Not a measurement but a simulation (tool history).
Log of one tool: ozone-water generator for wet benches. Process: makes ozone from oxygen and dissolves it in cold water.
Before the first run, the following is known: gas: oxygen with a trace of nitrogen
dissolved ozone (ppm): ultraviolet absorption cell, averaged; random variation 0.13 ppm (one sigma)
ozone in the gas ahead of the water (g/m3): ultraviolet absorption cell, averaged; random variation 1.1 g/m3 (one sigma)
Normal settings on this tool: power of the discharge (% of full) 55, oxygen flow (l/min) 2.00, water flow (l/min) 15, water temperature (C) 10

run      day  power of the discharge (% of full)  oxygen flow (l/min)  water flow (l/min)  water temperature (C)  dissolved ozone (ppm)  ozone in the gas ahead of the water (g/m3)
  1    0.000                                  55                 2.00                  15                     10                   15.0                                       195.3
  2    3.221                                  55                 1.27                  15                     10                   12.2                                       227.9
  3    5.667                                  55                 2.00                  15                     10                   14.6                                       195.0
  4   10.329                                  55                 2.00                  15                     10                   14.8                                       195.0
  5   14.221                                  55                 2.00                  15                     10                   14.7                                       194.8
  6   19.021                                  55                 2.00                  15                     18                   14.0                                       194.6
  7   21.962                                  55                 2.00                  15                     18                   13.8                                       195.9
  8   25.929                                  55                 2.00                  15                     18                   13.7                                       195.5
  9   30.933                                  55                 2.00                  15                     10                   14.5                                       194.2
 10   36.071                                  55                 1.61                  15                     10                   13.5                                       209.4
 11   39.675                                  55                 1.61                  15                     10                   13.6                                       210.9
 12   43.025                                  55                 2.00                  15                     10                   14.6                                       196.9
 13   48.300                                  55                 2.00                  15                     10                   14.8                                       194.4
 14   51.462                                  55                 2.00                  15                     10                   14.6                                       194.0
 15   54.846                                  55                 2.00                  15                     10                   15.0                                       195.6
 16   58.212                                  55                 2.00                  15                     10                   14.7                                       194.6
 17   62.133                                  89                 1.57                  10                     10                   27.8                                       304.8
 18   64.950                                  89                 2.22                   9                     11                   33.6                                       269.8
 19   67.708                                  56                 1.68                  11                      6                   19.3                                       211.7
 20   72.233                                  56                 1.68                  11                      6                   19.2                                       211.7
 21   77.329                                 100                 1.68                  11                      6                   29.6                                       325.2
 22   81.125                                  55                 2.00                  15                     11                   14.6                                       196.6
 23   83.246                                  60                 1.97                  15                     10                   15.7                                       210.4
 24   88.121                                  60                 1.97                  15                     10                   15.7                                       210.4
 25   92.908                                  55                 2.02                  23                     10                    9.9                                       194.5
 26   96.512                                  40                 1.31                  14                     16                    9.9                                       178.3
 27  101.750                                  54                 1.07                  23                      9                    7.0                                       242.3
 28  104.692                                  55                 2.00                  14                      5                   16.3                                       193.7
 29  108.096                                  92                 2.00                  14                     13                   22.6                                       288.4
 30  111.875                                  92                 2.00                  14                     13                   23.0                                       287.1
 31  116.088                                  92                 2.00                  14                     13                   22.7                                       288.1
 32  120.783                                  55                 3.30                  12                     12                   20.6                                       162.3

Withheld: 2 entries from between the runs. Position of each, and hidden state at the listed run before versus the listed run after:
Between runs 8 and 9: water thermometer calibrated (day 30.933)
  both runs share identical hidden conditions
Between runs 30 and 31: contactor cleaned (day 115.229)
  both runs share identical hidden conditions
